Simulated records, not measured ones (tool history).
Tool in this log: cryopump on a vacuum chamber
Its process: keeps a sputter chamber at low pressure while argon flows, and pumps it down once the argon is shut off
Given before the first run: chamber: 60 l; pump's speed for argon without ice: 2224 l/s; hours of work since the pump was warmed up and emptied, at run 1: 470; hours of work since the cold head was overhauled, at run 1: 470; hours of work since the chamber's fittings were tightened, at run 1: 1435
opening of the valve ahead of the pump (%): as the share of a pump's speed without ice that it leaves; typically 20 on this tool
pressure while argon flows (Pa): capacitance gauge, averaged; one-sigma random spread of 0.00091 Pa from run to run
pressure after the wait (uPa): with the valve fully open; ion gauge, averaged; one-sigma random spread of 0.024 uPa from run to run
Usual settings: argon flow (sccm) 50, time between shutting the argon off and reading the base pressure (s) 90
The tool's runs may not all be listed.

| run | hour | argon flow (sccm) | time between shutting the argon off and reading the base pressure (s) | opening of the valve ahead of the pump (%) | hours of work since the pump was warmed up and emptied | hours of work since the cold head was overhauled | hours of work since the chamber's fittings were tightened | pressure while argon flows (Pa) | pressure after the wait (uPa) |
|---|---|---|---|---|---|---|---|---|---|
| 1 | 0 | 50 | 90 | 20 | 470 | 470 | 1435 | 0.1962 | 2.34 |
| 2 | 19.9 | 59 | 90 | 20 | 482 | 482 | 1447 | 0.2291 | 2.26 |
| 3 | 49.6 | 59 | 90 | 20 | 500 | 500 | 1465 | 0.2305 | 2.32 |
| 4 | 73.9 | 59 | 90 | 20 | 515 | 515 | 1480 | 0.2293 | 2.3 |
| 5 | 89.8 | 59 | 90 | 20 | 524 | 524 | 1490 | 0.2308 | 2.38 |
| 6 | 112.6 | 36 | 90 | 20 | 538 | 538 | 1504 | 0.1412 | 2.36 |
| 7 | 144.7 | 36 | 90 | 20 | 558 | 558 | 1523 | 0.1417 | 2.43 |
| 8 | 169.9 | 38 | 90 | 20 | 573 | 573 | 1539 | 0.1491 | 2.38 |
| 9 | 200.8 | 38 | 90 | 20 | 592 | 592 | 1558 | 0.1491 | 2.44 |
| 10 | 222.6 | 31 | 90 | 20 | 605 | 605 | 1571 | 0.1225 | 2.54 |
| 11 | 246.5 | 50 | 90 | 21 | 620 | 620 | 1586 | 0.1855 | 2.53 |
| 12 | 264.9 | 25 | 24 | 41 | 631 | 631 | 1597 | 0.0482 | 4.42 |
| 13 | 285.6 | 30 | 65 | 20 | 644 | 644 | 1609 | 0.116 | 2.8 |
| 14 | 310.4 | 30 | 42 | 20 | 659 | 659 | 1624 | 0.1183 | 3.33 |
| 15 | 331.7 | 50 | 229 | 28 | 672 | 672 | 1637 | 0.1424 | 2.12 |
| 16 | 359.4 | 50 | 90 | 33 | 689 | 689 | 1654 | 0.1229 | 2.58 |
| 17 | 388.2 | 50 | 90 | 33 | 706 | 706 | 1672 | 0.122 | 2.57 |
| 18 | 407 | 47 | 90 | 25 | 718 | 718 | 1683 | 0.1497 | 2.73 |
| 19 | 426.7 | 82 | 241 | 17 | 730 | 730 | 1695 | 0.3794 | 2.21 |
| 20 | 458 | 82 | 241 | 17 | 749 | 749 | 1714 | 0.3814 | 2.24 |
| 21 | 477.8 | 50 | 22 | 16 | 761 | 761 | 1726 | 0.2465 | 4.82 |
| 22 | 500 | 90 | 90 | 22 | 774 | 774 | 1740 | 0.3265 | 2.76 |

For some of the steps in pressure while argon flows (Pa) from one run to the next: how much would appear even if the tool had no hidden state, given the settings, what came in and random variation, and how much remains for the hidden state plus any gauge scatter that the measured result and the result without hidden state don't share?
The hidden state here: pump's speed, % of a pump's without ice; cold plate's temperature, K; leak into the chamber, uPa l/s; drift of the gauge itself on working_pa, %; drift of the gauge itself on base_upa, %.
Run 11 -> 12: argon flow (sccm) 50 -> 25, time between shutting the argon off and reading the base pressure (s) 90 -> 24, opening of the valve ahead of the pump (%) 21 -> 41. pressure while argon flows (Pa) -0.1373: hidden state -0.003, all else -0.1343.
Run 18 -> 19: argon flow (sccm) 47 -> 82, time between shutting the argon off and reading the base pressure (s) 90 -> 241, opening of the valve ahead of the pump (%) 25 -> 17. pressure while argon flows (Pa) +0.2297: hidden state +0.0054, all else +0.2243.
Run 21 -> 22: argon flow (sccm) 50 -> 90, time between shutting the argon off and reading the base pressure (s) 22 -> 90, opening of the valve ahead of the pump (%) 16 -> 22. pressure while argon flows (Pa) +0.08: hidden state +0.0065, all else +0.0735.
